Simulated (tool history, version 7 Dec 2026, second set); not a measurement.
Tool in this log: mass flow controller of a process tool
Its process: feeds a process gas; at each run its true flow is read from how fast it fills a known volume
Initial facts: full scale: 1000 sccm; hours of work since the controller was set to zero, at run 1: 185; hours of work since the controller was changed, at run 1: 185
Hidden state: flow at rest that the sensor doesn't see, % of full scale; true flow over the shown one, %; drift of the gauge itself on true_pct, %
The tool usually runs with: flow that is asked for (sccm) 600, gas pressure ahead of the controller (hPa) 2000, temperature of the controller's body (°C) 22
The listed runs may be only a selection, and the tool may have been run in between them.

run	hour	flow that is asked for (sccm)	gas pressure ahead of the controller (hPa)	temperature of the controller's body (°C)	hours of work since the controller was set to zero	hours of work since the controller was changed	true flow (%)
1	0	600	2000	22	185	185	99.81
2	47.1	600	2000	22	202	202	99.8
3	127.1	600	2000	32	230	230	99.2
4	188.1	600	2000	32	252	252	99.04
5	264.5	600	2000	22	280	280	99.93
6	307.9	600	2000	22	295	295	99.86
7	355.6	600	2000	22	312	312	99.76
8	421.2	263	2410	24	336	336	99.91

Run 9 has not been measured yet. What should we expect?
9	472.4	263	2410	24	354	354	?

Logged for run 9: true flow (%) 99.86.
The same run, on a tool lacking any hidden state, would have yielded true flow (%) 99.84.

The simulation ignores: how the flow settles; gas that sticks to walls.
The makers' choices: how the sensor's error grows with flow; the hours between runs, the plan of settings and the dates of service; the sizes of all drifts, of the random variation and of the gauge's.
